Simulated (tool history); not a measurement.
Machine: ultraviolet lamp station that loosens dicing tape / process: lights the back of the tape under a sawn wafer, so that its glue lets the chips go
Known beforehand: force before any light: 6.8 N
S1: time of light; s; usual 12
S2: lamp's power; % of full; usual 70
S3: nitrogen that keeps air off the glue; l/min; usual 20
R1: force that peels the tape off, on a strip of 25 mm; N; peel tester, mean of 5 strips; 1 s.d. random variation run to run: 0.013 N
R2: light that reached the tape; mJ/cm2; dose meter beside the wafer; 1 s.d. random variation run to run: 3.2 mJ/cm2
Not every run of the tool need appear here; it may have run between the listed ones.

| run | hour | S1 | S2 | S3 | R1 | R2 |
|---|---|---|---|---|---|---|
| 1 | 0.0 | 12 | 70 | 20 | 1.593 | 294 |
| 2 | 46.0 | 12 | 70 | 20 | 1.566 | 289 |
| 3 | 117.3 | 12 | 70 | 23 | 1.471 | 284 |
|  | 167.0 | window cleaned of glue's vapour |
| 4 | 195.6 | 12 | 70 | 18 | 1.819 | 263 |
| 5 | 274.8 | 12 | 70 | 18 | 1.889 | 256 |
| 6 | 327.0 | 12 | 70 | 18 | 1.980 | 252 |
| 7 | 402.8 | 12 | 70 | 18 | 2.060 | 248 |
| 8 | 440.7 | 12 | 70 | 18 | 2.062 | 244 |
| 9 | 533.5 | 12 | 70 | 20 | 1.984 | 240 |
| 10 | 572.0 | 12 | 70 | 20 | 2.068 | 245 |
|  | 592.3 | lamp changed |
| 11 | 660.3 | 12 | 70 | 20 | 0.914 | 403 |
|  | 727.7 | window cleaned of glue's vapour, once more |
| 12 | 740.4 | 12 | 70 | 20 | 0.633 | 481 |
| 13 | 802.4 | 12 | 70 | 20 | 0.671 | 476 |
| 14 | 840.6 | 12 | 70 | 20 | 0.648 | 472 |
| 15 | 879.3 | 12 | 70 | 20 | 0.707 | 468 |
| 16 | 967.9 | 12 | 70 | 20 | 0.723 | 464 |
| 17 | 1019.6 | 12 | 70 | 20 | 0.714 | 456 |
| 18 | 1103.6 | 12 | 81 | 20 | 0.561 | 516 |
| 19 | 1194.2 | 12 | 79 | 20 | 0.574 | 495 |
| 20 | 1279.3 | 12 | 70 | 20 | 0.794 | 431 |
| 21 | 1336.8 | 8 | 66 | 31 | 1.521 | 270 |
| 22 | 1401.2 | 8 | 71 | 30 | 1.442 | 284 |
| 23 | 1483.3 | 8 | 71 | 30 | 1.405 | 283 |
| 24 | 1527.8 | 13 | 62 | 11 | 1.234 | 395 |
| 25 | 1600.3 | 15 | 61 | 11 | 1.084 | 439 |
|  | 1605.0 | window cleaned of glue's vapour |
| 26 | 1689.7 | 22 | 72 | 18 | 0.196 | 821 |
| 27 | 1758.2 | 23 | 78 | 17 | 0.154 | 915 |
| 28 | 1796.1 | 12 | 72 | 33 | 0.647 | 433 |
| 29 | 1833.7 | 12 | 63 | 32 | 0.834 | 378 |
| 30 | 1877.1 | 8 | 63 | 38 | 1.570 | 250 |
| 31 | 1938.3 | 8 | 81 | 38 | 1.091 | 319 |
| 32 | 1986.3 | 19 | 75 | 38 | 0.208 | 695 |
| 33 | 2039.3 | 12 | 72 | 20 | 0.848 | 422 |
| 34 | 2084.8 | 16 | 70 | 7 | 0.917 | 532 |
| 35 | 2170.9 | 16 | 70 | 7 | 1.009 | 522 |
| 36 | 2260.2 | 16 | 84 | 7 | 0.693 | 613 |
| 37 | 2343.9 | 7 | 75 | 21 | 1.937 | 235 |
| 38 | 2394.3 | 20 | 86 | 8 | 0.390 | 761 |
|  | 2479.5 | window cleaned of glue's vapour |
| 39 | 2479.5 | 10 | 97 | 20 | 0.678 | 459 |
| 40 | 2555.6 | 12 | 95 | 10 | 0.736 | 530 |

Consider 3 possible next runs. They are alternatives, not a sequence: every one starts from the tool as it was left by run 40. What does each give?
| A | 2625.9 | 22 | 98 | 30 | ? | ? |
| B | 2625.9 | 12 | 70 | 10 | ? | ? |
| C | 2625.9 | 7 | 76 | 8 | ? | ? |

| run | R1 | R2 |
|---|---|---|
| A | 0.124 | 991 |
| B | 1.368 | 384 |
| C | 2.532 | 244 |
Had the tool no hidden state, the same runs would have come out as:
| run | R1 | R2 |
|---|---|---|
| A | 0.107 | 1266 |
| B | 0.897 | 491 |
| C | 1.946 | 312 |
